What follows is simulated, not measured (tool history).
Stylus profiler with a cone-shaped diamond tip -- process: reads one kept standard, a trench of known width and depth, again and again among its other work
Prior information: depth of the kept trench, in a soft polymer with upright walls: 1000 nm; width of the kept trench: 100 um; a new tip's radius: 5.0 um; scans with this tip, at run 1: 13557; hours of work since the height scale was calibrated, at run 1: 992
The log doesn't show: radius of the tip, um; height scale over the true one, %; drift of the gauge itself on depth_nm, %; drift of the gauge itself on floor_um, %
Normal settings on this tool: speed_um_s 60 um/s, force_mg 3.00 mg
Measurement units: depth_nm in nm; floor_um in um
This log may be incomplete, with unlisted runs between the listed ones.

run	hour	speed_um_s	force_mg	scans with this tip	hours of work since the height scale was calibrated	depth_nm	floor_um
1	0.0	60	3.00	13557	992	1020.58	91.55
2	32.2	25	3.00	13822	1012	1020.43	91.55
3	62.5	60	2.69	14071	1030	1019.96	91.44
4	97.0	60	6.32	14355	1051	1031.40	91.49
5	115.2	60	6.32	14504	1062	1031.12	91.38
6	151.0	60	6.32	14798	1083	1031.24	91.35
7	185.2	60	8.54	15079	1104	1037.59	91.42
# hour 188.8: height scale calibrated on a step standard
8	213.6	60	8.54	15308	15	1040.58	91.36
9	246.5	29	3.00	15579	35	1024.54	91.32
10	285.0	29	3.00	15896	58	1024.84	91.29
11	307.9	146	3.00	16084	72	1024.38	90.91
12	338.8	70	1.97	16338	90	1020.68	91.08
# hour 370.9: height scale calibrated on a step standard, once more
13	375.6	60	7.09	16636	3	1028.31	91.11
14	414.2	28	3.04	16953	26	1016.20	91.07
15	445.5	46	7.55	17211	45	1029.40	91.06
16	475.1	35	2.60	17454	63	1014.67	91.04
17	514.5	53	4.24	17778	86	1020.25	90.97
18	534.7	53	4.24	17944	99	1020.59	90.94

Here are 5 independent what-if runs from the current tool condition. What would each one return?
A	569.7	81	1.99	18231	120	?	?
B	569.7	19	6.14	18231	120	?	?
C	569.7	53	3.03	18231	120	?	?
D	569.7	236	7.94	18231	120	?	?
E	569.7	129	8.79	18231	120	?	?

run	depth_nm	floor_um
A	1012.06	90.72
B	1026.09	90.98
C	1016.05	90.90
D	1031.03	90.64
E	1033.31	90.78
Without the tool's unlogged condition, the same runs would have read:
run	depth_nm	floor_um
A	1011.63	93.69
B	1025.66	93.95
C	1015.62	93.87
D	1030.59	93.61
E	1032.87	93.75
